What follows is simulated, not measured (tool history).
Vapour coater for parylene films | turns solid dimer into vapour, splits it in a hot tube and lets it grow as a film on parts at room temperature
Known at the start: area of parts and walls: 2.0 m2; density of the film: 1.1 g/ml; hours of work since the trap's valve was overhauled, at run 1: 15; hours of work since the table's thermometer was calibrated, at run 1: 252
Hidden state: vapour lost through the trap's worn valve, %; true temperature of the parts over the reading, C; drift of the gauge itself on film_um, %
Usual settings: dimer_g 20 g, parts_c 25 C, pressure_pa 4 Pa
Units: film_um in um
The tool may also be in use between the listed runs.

run	hour	dimer_g	parts_c	pressure_pa	hours of work since the trap's valve was overhauled	hours of work since the table's thermometer was calibrated	film_um
1	0	20	25	4	15	252	7.05
2	10.9	20	25	4	21	258	7.02
3	29.8	20	25	4	30	267	7.07
4	39.8	20	25	4	35	272	7.03
5	56.6	20	25	4	43	281	7.07
6	68	20	25	4	49	286	7.04
7	84	20	25	2.48	57	294	7.51
8	101.7	9	25	2.48	66	303	3.36
9	116.9	15	25	4	73	311	5.31
10	128.2	20	25	4	79	316	7.04
11	146	20	25	4	88	325	7.06
12	165.7	20	25	4	98	335	7
13	174.6	20	25	2.06	102	339	7.67
14	192.6	20	25	4	111	348	7
15	205.5	20	25	4	117	355	7.02
16	219.7	20	25	4	124	362	7.01
17	230.8	20	25	4	130	367	6.99
18	240.4	20	25	4.9	135	372	6.81
19	255.8	20	25	4.9	142	380	6.82
20	272.1	20	25	4	151	388	7
21	288.7	20	25	4	159	396	7
22	304.3	11	25	4	167	404	3.88
23	318	11	25	4	173	411	3.84
24	332.1	20	25	4	180	418	6.97
25	340.6	20	18	4	185	422	8.23
26	359.9	8	22	2.26	194	431	3.22
# hour 361.8: table's thermometer calibrated
27	379.3	30	36	5.49	203	9	7.76
28	389	10	30	7.95	208	14	2.83
29	401.9	10	30	7.95	215	20	2.84
30	416.1	13	32	7.95	222	27	3.53
31	432.9	13	32	7.95	230	35	3.53
32	443.5	20	34	2.01	235	41	6.21
# hour 457.2: table's thermometer calibrated, once more
33	463.9	20	25	10.55	245	3	6.07
34	482.8	20	25	10.55	254	13	6.05
35	496.9	20	25	10.55	261	20	6.05
36	512.9	9	18	11.19	269	28	3.18
37	523.2	9	18	11.19	274	33	3.19
38	532.2	16	21	4	279	37	6.06
39	543.7	20	20	4.26	285	43	7.68
40	563.4	8	32	8.65	294	53	2.12
41	571.7	18	28	4	299	57	5.81
42	586	35	18	4.45	306	64	13.93
43	597.9	11	19	3.76	312	70	4.38
44	613.5	24	25	4	319	78	8.23
45	628.1	13	25	4.64	327	85	4.37
46	643.3	12	33	6.99	334	93	3.18
47	657.6	12	33	6.99	341	100	3.17

Forecast each of these 3 alternatives for the next run:
A	673	12	33	10.97	349	107	?
B	673	12	29	6.99	349	107	?
C	673	28	25	4	349	107	?

run	film_um
A	3.01
B	3.48
C	9.54
Without the tool's hidden state the same runs would have given:
run	film_um
A	3.11
B	3.6
C	9.87
